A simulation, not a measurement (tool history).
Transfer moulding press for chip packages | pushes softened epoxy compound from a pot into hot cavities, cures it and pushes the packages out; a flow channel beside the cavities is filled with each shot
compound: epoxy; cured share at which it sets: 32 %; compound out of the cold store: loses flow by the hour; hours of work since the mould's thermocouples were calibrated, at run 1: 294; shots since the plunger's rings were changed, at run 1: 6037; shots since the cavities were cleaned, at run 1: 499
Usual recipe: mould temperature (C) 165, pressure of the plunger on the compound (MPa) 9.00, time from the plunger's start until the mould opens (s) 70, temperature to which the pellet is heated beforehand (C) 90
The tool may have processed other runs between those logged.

run	hour	mould temperature (C)	pressure of the plunger on the compound (MPa)	time from the plunger's start until the mould opens (s)	temperature to which the pellet is heated beforehand (C)	hours of work since the mould's thermocouples were calibrated	shots since the plunger's rings were changed	shots since the cavities were cleaned	incoming compound's hours out of the cold store	length that the compound runs in the flow channel (mm)	greatest force on the pins that push the packages out (N)
1	0.0	165	9.00	70	90	294	6037	499	37.6	887	816
# hour 4.7: plunger's sealing rings changed
2	21.3	165	9.00	70	90	304	185	709	46.0	893	893
# hour 30.4: cavities cleaned with cleaning compound and waxed
3	52.7	165	8.29	70	90	319	519	249	26.8	938	678
4	83.8	165	8.29	70	90	336	866	596	21.7	962	891
5	98.7	165	8.29	70	90	344	1032	762	14.1	997	964
# hour 102.0: cavities cleaned with cleaning compound and waxed
6	126.6	165	8.29	70	90	358	1327	275	45.1	854	667
7	144.8	165	9.00	99	90	367	1531	479	34.5	931	670
# hour 175.6: cavities cleaned with cleaning compound and waxed
8	175.6	165	9.00	70	90	383	1858	0	13.6	1041	461
9	200.3	165	9.00	70	90	395	2133	275	13.9	1031	738
10	226.3	165	9.00	70	90	409	2424	566	12.0	1033	886
# hour 248.8: cavities cleaned with cleaning compound and waxed
11	256.1	167	9.00	62	84	424	2740	81	25.2	959	595
12	288.4	169	8.18	74	80	441	3101	442	47.3	815	645
# hour 293.3: mould's thermocouples calibrated
13	309.4	169	8.18	74	80	8	3313	654	31.4	876	763
# hour 323.4: cavities cleaned with cleaning compound and waxed
14	332.9	163	8.18	74	80	20	3558	106	45.2	852	596
# hour 352.3: mould's thermocouples calibrated, once more
15	368.1	163	8.18	74	80	8	3929	477	19.9	952	851
16	393.0	163	8.96	103	93	21	4207	755	24.2	965	752

Run 17 comes next. What will it give?
# hour 396.4: cavities cleaned with cleaning compound and waxed
17	418.6	163	8.96	103	93	34	4477	249	33.6	?	?

Run 17 gave length that the compound runs in the flow channel (mm) 923, greatest force on the pins that push the packages out (N) 558.
Take away the tool's hidden state, keep the run-to-run variation as it was, and the same run would have given length that the compound runs in the flow channel (mm) 961, greatest force on the pins that push the packages out (N) 375.
